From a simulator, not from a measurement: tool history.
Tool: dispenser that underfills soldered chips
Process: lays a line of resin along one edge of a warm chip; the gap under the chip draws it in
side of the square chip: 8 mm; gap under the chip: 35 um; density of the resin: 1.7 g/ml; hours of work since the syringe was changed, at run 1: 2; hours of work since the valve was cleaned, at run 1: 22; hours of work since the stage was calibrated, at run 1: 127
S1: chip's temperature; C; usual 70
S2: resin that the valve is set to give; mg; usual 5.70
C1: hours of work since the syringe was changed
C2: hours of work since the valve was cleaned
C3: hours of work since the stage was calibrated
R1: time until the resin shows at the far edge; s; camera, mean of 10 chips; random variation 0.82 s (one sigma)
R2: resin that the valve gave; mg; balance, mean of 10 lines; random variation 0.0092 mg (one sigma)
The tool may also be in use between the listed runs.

run,day,S1,S2,C1,C2,C3,R1,R2
1,0.000,70,5.70,2,22,127,84.0,5.634
2,0.329,70,5.88,7,27,132,103.2,5.805
# day 0.375: new syringe of resin
3,0.638,70,5.70,4,31,137,92.2,5.616
# day 0.829: new syringe of resin
4,1.000,70,6.19,3,37,142,86.2,6.083
# day 1.308: new syringe of resin
5,1.312,70,6.65,0,41,147,76.4,6.535
6,1.662,68,6.65,5,46,152,106.9,6.516
# day 1.783: new syringe of resin
7,1.983,70,6.18,3,51,157,86.5,6.040
# day 2.246: new syringe of resin
# day 2.442: dispensing valve cleaned and set on the balance
8,2.533,70,6.18,4,1,164,90.4,6.159
# day 2.754: new syringe of resin
9,2.867,72,6.18,2,6,169,75.5,6.152
# day 3.233: new syringe of resin
10,3.288,70,5.70,1,13,175,80.7,5.662
11,3.588,70,5.70,5,17,180,99.0,5.658
# day 3.696: new syringe of resin
12,3.896,75,6.34,3,22,184,69.0,6.260
# day 4.167: new syringe of resin
13,4.221,81,6.91,1,26,189,46.0,6.821
14,4.525,62,4.87,5,31,194,162.8,4.799
# day 4.654: new syringe of resin
15,4.992,70,5.72,5,38,201,98.4,5.608

Run 16 comes next. What will it give?
# day 5.125: new syringe of resin
16,5.496,70,5.72,6,45,208,?,?

R1: 100.2 s
R2: 5.599 mg
Without the tool's hidden state the same run would have given R1 74.8 s, R2 5.733 mg.
